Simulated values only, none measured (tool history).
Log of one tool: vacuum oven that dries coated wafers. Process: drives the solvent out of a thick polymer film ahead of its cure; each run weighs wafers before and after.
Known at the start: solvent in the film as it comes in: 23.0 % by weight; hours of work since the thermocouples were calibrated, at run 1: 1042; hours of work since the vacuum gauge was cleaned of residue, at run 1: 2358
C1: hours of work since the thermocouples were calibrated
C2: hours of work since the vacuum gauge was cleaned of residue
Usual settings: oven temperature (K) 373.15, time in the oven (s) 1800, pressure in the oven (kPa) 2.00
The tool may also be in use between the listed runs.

{"run": 1, "hour": 0.0, "oven temperature (K)": 373.15, "time in the oven (s)": 1800, "pressure in the oven (kPa)": 2.0, "C1": 1042, "C2": 2358, "solvent left in the film (%)": 4.64}
{"run": 2, "hour": 77.9, "oven temperature (K)": 373.15, "time in the oven (s)": 1800, "pressure in the oven (kPa)": 2.0, "C1": 1081, "C2": 2397, "solvent left in the film (%)": 4.77}
{"hour": 109.2, "done": "oven's thermocouples calibrated"}
{"run": 3, "hour": 176.8, "oven temperature (K)": 373.15, "time in the oven (s)": 1800, "pressure in the oven (kPa)": 2.0, "C1": 34, "C2": 2445, "solvent left in the film (%)": 4.82}
{"run": 4, "hour": 240.9, "oven temperature (K)": 373.15, "time in the oven (s)": 2340, "pressure in the oven (kPa)": 2.0, "C1": 66, "C2": 2477, "solvent left in the film (%)": 3.25}
{"run": 5, "hour": 295.3, "oven temperature (K)": 373.15, "time in the oven (s)": 2340, "pressure in the oven (kPa)": 2.0, "C1": 93, "C2": 2505, "solvent left in the film (%)": 3.22}
{"run": 6, "hour": 422.3, "oven temperature (K)": 373.15, "time in the oven (s)": 2340, "pressure in the oven (kPa)": 2.0, "C1": 156, "C2": 2568, "solvent left in the film (%)": 3.22}
{"run": 7, "hour": 549.1, "oven temperature (K)": 373.15, "time in the oven (s)": 1800, "pressure in the oven (kPa)": 2.0, "C1": 220, "C2": 2631, "solvent left in the film (%)": 4.67}
{"run": 8, "hour": 668.1, "oven temperature (K)": 373.15, "time in the oven (s)": 1800, "pressure in the oven (kPa)": 2.0, "C1": 279, "C2": 2691, "solvent left in the film (%)": 4.75}
{"run": 9, "hour": 740.3, "oven temperature (K)": 373.15, "time in the oven (s)": 1800, "pressure in the oven (kPa)": 2.0, "C1": 315, "C2": 2727, "solvent left in the film (%)": 4.74}
{"run": 10, "hour": 835.4, "oven temperature (K)": 373.15, "time in the oven (s)": 1800, "pressure in the oven (kPa)": 7.43, "C1": 362, "C2": 2774, "solvent left in the film (%)": 5.72}
{"run": 11, "hour": 890.3, "oven temperature (K)": 359.15, "time in the oven (s)": 900, "pressure in the oven (kPa)": 4.45, "C1": 390, "C2": 2801, "solvent left in the film (%)": 14.56}
{"run": 12, "hour": 965.1, "oven temperature (K)": 359.15, "time in the oven (s)": 900, "pressure in the oven (kPa)": 4.45, "C1": 427, "C2": 2839, "solvent left in the film (%)": 14.45}
{"run": 13, "hour": 1036.9, "oven temperature (K)": 381.15, "time in the oven (s)": 900, "pressure in the oven (kPa)": 1.91, "C1": 463, "C2": 2875, "solvent left in the film (%)": 6.19}

Forecast run 14:
{"run": 14, "hour": 1097.2, "oven temperature (K)": 372.15, "time in the oven (s)": 1800, "pressure in the oven (kPa)": 1.7, "C1": 493, "C2": 2905, "solvent left in the film (%)": "?"}

solvent left in the film (%): 5.06
Without the tool's hidden state the same run would have given solvent left in the film (%) 5.07.
